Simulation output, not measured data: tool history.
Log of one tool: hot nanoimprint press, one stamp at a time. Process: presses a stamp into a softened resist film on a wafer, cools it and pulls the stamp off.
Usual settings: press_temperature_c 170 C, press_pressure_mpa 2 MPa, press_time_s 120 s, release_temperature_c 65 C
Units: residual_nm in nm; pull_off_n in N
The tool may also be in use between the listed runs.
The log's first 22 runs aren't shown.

| run | hour | press_temperature_c | press_pressure_mpa | press_time_s | release_temperature_c | hours of work since the thermocouple was calibrated | imprints on the stamp's release coat | hours of work since the press's seals were changed | residual_nm | pull_off_n |
|---|---|---|---|---|---|---|---|---|---|---|
| 23 | 357 | 170 | 2 | 136 | 72 | 14 | 976 | 325 | 106.1 | 127 |
| 24 | 366.9 | 170 | 2 | 136 | 72 | 18 | 997 | 330 | 105.7 | 124 |
| 25 | 380.9 | 166 | 1.34 | 137 | 64 | 24 | 1027 | 336 | 137.7 | 148 |
| 26 | 397.8 | 166 | 1.95 | 177 | 65 | 31 | 1063 | 343 | 108 | 143 |
|  | 405.1 | plate thermocouple calibrated, once more |
| 27 | 414.5 | 176 | 2.4 | 120 | 65 | 4 | 1092 | 349 | 82.5 | 146 |
| 28 | 427.9 | 176 | 2.4 | 120 | 65 | 10 | 1121 | 354 | 82.6 | 138 |
| 29 | 437.9 | 176 | 2.92 | 146 | 55 | 14 | 1142 | 358 | 69.9 | 172 |
| 30 | 454.4 | 176 | 2.92 | 146 | 55 | 21 | 1178 | 365 | 71 | 171 |

3 ways to go on from here, each from the tool as it stands after run 30. What would each give?
| A | 466.4 | 174 | 1.24 | 83 | 55 | 26 | 1203 | 371 | ? | ? |
| B | 466.4 | 164 | 2 | 120 | 65 | 26 | 1203 | 371 | ? | ? |
| C | 466.4 | 177 | 1.36 | 163 | 65 | 26 | 1203 | 371 | ? | ? |

| run | residual_nm | pull_off_n |
|---|---|---|
| A | 133.6 | 173 |
| B | 120.7 | 144 |
| C | 99.3 | 145 |
Without the tool's hidden state the same runs would have given:
| run | residual_nm | pull_off_n |
|---|---|---|
| A | 132.9 | 153 |
| B | 119.7 | 127 |
| C | 98.7 | 128 |

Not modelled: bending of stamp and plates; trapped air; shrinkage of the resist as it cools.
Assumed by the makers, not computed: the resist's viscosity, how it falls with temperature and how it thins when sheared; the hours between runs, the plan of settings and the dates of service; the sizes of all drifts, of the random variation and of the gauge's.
